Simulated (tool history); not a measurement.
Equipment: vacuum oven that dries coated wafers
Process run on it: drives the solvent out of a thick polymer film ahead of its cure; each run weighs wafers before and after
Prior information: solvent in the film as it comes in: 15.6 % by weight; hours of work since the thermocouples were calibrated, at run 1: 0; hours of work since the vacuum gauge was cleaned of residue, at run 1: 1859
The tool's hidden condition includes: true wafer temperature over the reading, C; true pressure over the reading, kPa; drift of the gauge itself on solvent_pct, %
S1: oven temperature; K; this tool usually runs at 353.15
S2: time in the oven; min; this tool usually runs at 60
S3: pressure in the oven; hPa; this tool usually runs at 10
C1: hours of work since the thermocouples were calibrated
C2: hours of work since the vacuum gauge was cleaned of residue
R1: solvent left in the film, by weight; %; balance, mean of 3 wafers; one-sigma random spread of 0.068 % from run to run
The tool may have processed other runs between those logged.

run   hour      S1  S2   S3   C1    C2    R1
  1      0  353.15  60   10    0  1859   4.8
  2   56.3  353.15  60   10   30  1889   4.7
  3  118.8  353.15  52   10   64  1922  5.34
  4  174.2  353.15  35   10   93  1952  6.85
  5  259.3  353.15  35   10  139  1998  7.07
  6    354  353.15  35   10  190  2048  7.13
  7  447.5  343.15  48   10  240  2099   8.6
  8  533.4  343.15  48   10  286  2145   8.6
  9  603.1  343.15  48   10  323  2182  8.84
 10  650.3  343.15  48   10  348  2207  8.55
 11  709.5  350.15  48  6.9  380  2239  6.53

Forecast each of these 5 alternatives for the next run:
  A  800.7  350.15  48   6.2  429  2288   ?
  B  800.7  356.15  48     6  429  2288   ?
  C  800.7  346.15  60    10  429  2288   ?
  D  800.7  364.15  36  27.5  429  2288   ?
  E  800.7  355.15  54   7.2  429  2288   ?

run    R1
  A   6.5
  B  4.78
  C  7.07
  D  5.38
  E  4.65
Without the tool's hidden state the same runs would have given:
run    R1
  A  6.01
  B  4.34
  C  6.51
  D  4.99
  E  4.18
